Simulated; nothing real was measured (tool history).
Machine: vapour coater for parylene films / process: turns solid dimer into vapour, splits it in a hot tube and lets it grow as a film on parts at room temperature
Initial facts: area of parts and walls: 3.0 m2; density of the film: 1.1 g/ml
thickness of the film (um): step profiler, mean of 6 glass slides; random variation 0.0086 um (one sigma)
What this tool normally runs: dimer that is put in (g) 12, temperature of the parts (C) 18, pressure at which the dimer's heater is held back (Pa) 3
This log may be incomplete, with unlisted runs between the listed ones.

run    hour  dimer that is put in (g)  temperature of the parts (C)  pressure at which the dimer's heater is held back (Pa)  thickness of the film (um)
  1       0                        12                            18                                                       3                       2.949
  2    61.3                        21                            18                                                       3                       5.107
  3      95                        12                            18                                                       3                       2.908
  4   139.7                        12                            18                                                       3                       2.902
      157.9  -- trap's valve overhauled
  5   186.2                         5                            18                                                       3                       1.175
  6   238.5                        12                            18                                                       3                       2.807
  7   279.4                        12                            18                                                       3                       2.776
  8   358.3                         9                            18                                                       3                       2.068
      402.6  -- trap's valve overhauled
  9   435.3                         9                            16                                                       3                       2.454
 10   480.3                        12                            18                                                       3                       3.014
      548.7  -- trap's valve overhauled, once more
 11   548.9                        12                            18                                                    5.62                       2.652
 12   617.3                        12                            18                                                    5.62                       2.632
 13     685                        12                            18                                                       3                       2.992
 14     743                        12                            18                                                       3                       2.968
      792.5  -- trap's valve overhauled
 15   821.6                        12                            18                                                       3                       3.089
 16   887.4                        12                            18                                                       3                       3.051
      905.1  -- table's thermometer calibrated
 17   937.1                        12                            18                                                       3                       2.917
 18   997.5                        12                            18                                                       3                        2.91
     1038.4  -- trap's valve overhauled
 19  1062.4                        12                            18                                                       3                       2.992
 20  1126.5                        12                            18                                                       3                       2.967
 21  1182.7                        12                            18                                                       3                       2.945
 22  1221.1                        16                            18                                                       3                       3.886
     1280.1  -- trap's valve overhauled
 23  1297.7                         7                            18                                                       3                       1.764
 24  1333.8                        12                            18                                                    9.95                       2.272
 25  1375.1                        12                            18                                                   10.33                       2.255
 26  1413.5                         7                            26                                                    2.01                       1.404
 27  1456.6                         7                            26                                                    2.01                       1.378
 28  1501.9                         7                            26                                                    2.01                       1.383
       1526  -- trap's valve overhauled
 29  1575.7                         7                            26                                                    2.01                       1.419
 30  1614.9                         9                            22                                                    8.19                        1.54
 31  1688.9                         9                            22                                                    8.19                       1.516
 32    1723                         9                            22                                                    8.19                       1.506
     1771.8  -- trap's valve overhauled
 33  1771.9                        12                            17                                                    3.98                       3.001
 34  1813.7                         9                            17                                                    2.69                       2.452
 35  1847.5                         9                            17                                                    2.69                       2.438
     1891.7  -- table's thermometer calibrated
 36  1913.2                        19                            13                                                    3.45                       5.394
 37  1957.9                        11                            18                                                   10.01                       1.995
 38  2010.3                        12                            21                                                    2.26                       2.722
       2021  -- trap's valve overhauled
 39  2091.8                        21                            13                                                    5.94                       5.371
 40  2128.5                         9                            18                                                     2.1                        2.39
 41  2166.5                         9                            17                                                    8.91                       1.769
 42  2240.2                         9                            17                                                    8.91                       1.752
     2269.5  -- trap's valve overhauled
 43  2315.2                        12                            11                                                    6.23                       3.307
 44  2350.8                         8                            27                                                       4                       1.313
 45  2401.4                        12                            12                                                    5.44                       3.263

Same runs, no hidden state in the tool, same run-to-run variation:
What the log doesn't record here: vapour lost through the trap's worn valve, %; true temperature of the parts over the reading, C; drift of the gauge itself on film_um, %.
run  thickness of the film (um)
  1                       3.002
  2                       5.248
  3                       3.005
  4                       3.017
  5                       1.247
  6                       3.006
  7                       2.994
  8                        2.26
  9                       2.434
 10                        3.01
 11                        2.61
 12                       2.617
 13                        3.01
 14                       3.014
 15                        3.02
 16                       3.015
 17                       2.993
 18                       3.014
 19                       3.006
 20                       3.009
 21                       3.015
 22                       4.003
 23                       1.751
 24                       2.268
 25                       2.266
 26                       1.421
 27                       1.406
 28                       1.421
 29                       1.411
 30                        1.54
 31                       1.535
 32                       1.533
 33                       2.933
 34                       2.414
 35                       2.413
 36                       5.595
 37                       2.084
 38                       2.867
 39                       5.465
 40                       2.449
 41                       1.824
 42                       1.827
 43                       3.328
 44                       1.329
 45                       3.329
